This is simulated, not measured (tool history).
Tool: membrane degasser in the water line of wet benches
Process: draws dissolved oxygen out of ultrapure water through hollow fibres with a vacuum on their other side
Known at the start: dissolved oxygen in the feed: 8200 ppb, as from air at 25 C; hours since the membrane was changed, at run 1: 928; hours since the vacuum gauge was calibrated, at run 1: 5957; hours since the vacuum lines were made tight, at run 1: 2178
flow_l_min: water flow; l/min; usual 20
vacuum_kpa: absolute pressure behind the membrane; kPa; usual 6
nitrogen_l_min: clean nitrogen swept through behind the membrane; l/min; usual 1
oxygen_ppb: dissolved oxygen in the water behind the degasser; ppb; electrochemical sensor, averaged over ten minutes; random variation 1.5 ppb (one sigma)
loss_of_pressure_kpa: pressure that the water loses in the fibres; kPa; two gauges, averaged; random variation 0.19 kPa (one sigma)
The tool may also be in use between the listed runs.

run,hour,flow_l_min,vacuum_kpa,nitrogen_l_min,hours since the membrane was changed,hours since the vacuum gauge was calibrated,hours since the vacuum lines were made tight,oxygen_ppb,loss_of_pressure_kpa
1,0,20,6,1,928,5957,2178,153.3,39.63
# hour 17.5: vacuum gauge calibrated
2,129.7,20,4.38,1,1057,112,2307,82.1,39.91
3,233.4,20,6,1,1161,216,2411,154.2,39.86
4,306.8,20,6,1,1235,289,2484,155.2,39.77
5,360.8,24,6,1,1289,343,2538,204.2,48.19
6,450.9,24,6,1,1379,433,2628,206,47.53
7,513.4,20,7.98,1,1441,496,2691,238.7,39.67
8,583.8,30,7.98,1,1512,566,2761,421.1,59.34
9,695.9,16,10.05,1,1624,678,2873,255.3,31.88
10,786.5,16,10.05,0.73,1714,769,2964,340.9,31.84
11,846.4,30,11.68,0.44,1774,829,3024,1052.9,59.7
12,962.2,13,6,2.67,1890,945,3140,37.8,25.92
13,1082.3,13,6,2.67,2010,1065,3260,37.3,25.74
14,1148.5,29,6.39,1.99,2076,1131,3326,229.3,58.12
15,1278.4,29,6.39,1.99,2206,1261,3456,225,58.36
16,1412.4,29,6.39,1.99,2340,1395,3590,228.9,57.76

Hidden state at the last listed run before each entry between runs and at the first one after, where it differs:
Between runs 1 and 2: vacuum gauge calibrated (hour 17.5)
  membrane still open, %: 99.6 -> 99.5; true pressure behind the membrane over the reading, kPa: 0.11 -> 0.05; air that leaks in behind the membrane, l/min: 0.0072 -> 0.0075
  measured less the result without the state, oxygen_ppb: +6 -> +2.9 ppb; loss_of_pressure_kpa: +0.17 -> +0.2 kPa
